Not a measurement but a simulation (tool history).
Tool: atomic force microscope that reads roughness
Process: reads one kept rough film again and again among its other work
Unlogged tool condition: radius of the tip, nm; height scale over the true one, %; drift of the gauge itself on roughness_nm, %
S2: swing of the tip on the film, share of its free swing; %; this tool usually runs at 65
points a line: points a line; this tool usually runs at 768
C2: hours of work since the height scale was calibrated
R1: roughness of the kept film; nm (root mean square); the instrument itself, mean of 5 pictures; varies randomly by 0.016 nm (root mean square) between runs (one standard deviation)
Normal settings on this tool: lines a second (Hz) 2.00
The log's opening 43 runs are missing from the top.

Run 44, hour 806.1: usual settings but lines a second (Hz) 0.95, S2 85 %, points a line 650; pictures with this tip 333; C2 113. Result: R1 2.296 nm (root mean square).
Run 45, hour 819.0: usual settings but lines a second (Hz) 0.95, S2 85 %, points a line 650; pictures with this tip 358; C2 120. Result: R1 2.268 nm (root mean square).
At hour 821.6: new tip fitted.
Run 46, hour 833.6: usual settings but S2 74 %, points a line 365; pictures with this tip 23; C2 129. Result: R1 3.457 nm (root mean square).
Run 47, hour 851.7: usual settings but S2 58 %, points a line 262; pictures with this tip 58; C2 140. Result: R1 3.359 nm (root mean square).
Run 48, hour 867.2: usual settings but lines a second (Hz) 3.28, S2 79 %, points a line 262; pictures with this tip 87; C2 150. Result: R1 2.863 nm (root mean square).
Run 49, hour 886.7: usual settings but lines a second (Hz) 0.84, S2 56 %, points a line 401; pictures with this tip 125; C2 162. Result: R1 3.095 nm (root mean square).
Run 50, hour 901.7: usual settings but S2 63 %; pictures with this tip 153; C2 171. Result: R1 2.914 nm (root mean square).
Run 51, hour 922.0: usual settings but S2 87 %; pictures with this tip 192; C2 184. Result: R1 2.533 nm (root mean square).
Run 52, hour 941.7: usual settings but lines a second (Hz) 1.99, S2 71 %; pictures with this tip 230; C2 196. Result: R1 2.575 nm (root mean square).
Run 53, hour 963.8: usual settings but lines a second (Hz) 1.99, S2 71 %; pictures with this tip 272; C2 210. Result: R1 2.452 nm (root mean square).

4 ways to go on from here, each from the tool as it stands after run 53. What would each give?
Run A, hour 980.6: usual settings but lines a second (Hz) 0.87; pictures with this tip 305; C2 220. Result: R1 ?.
Run B, hour 980.6: usual settings but S2 86 %; pictures with this tip 305; C2 220. Result: R1 ?.
Run C, hour 980.6: usual settings but lines a second (Hz) 1.99, S2 71 %, points a line 844; pictures with this tip 305; C2 220. Result: R1 ?.
Run D, hour 980.6: usual settings but lines a second (Hz) 2.42, S2 61 %, points a line 851; pictures with this tip 305; C2 220. Result: R1 ?.

run     R1
  A  2.455
  B  2.194
  C  2.340
  D  2.399
With the hidden condition removed and each run's random variation left untouched, the same runs would have given:
run     R1
  A  3.879
  B  3.463
  C  3.701
  D  3.786

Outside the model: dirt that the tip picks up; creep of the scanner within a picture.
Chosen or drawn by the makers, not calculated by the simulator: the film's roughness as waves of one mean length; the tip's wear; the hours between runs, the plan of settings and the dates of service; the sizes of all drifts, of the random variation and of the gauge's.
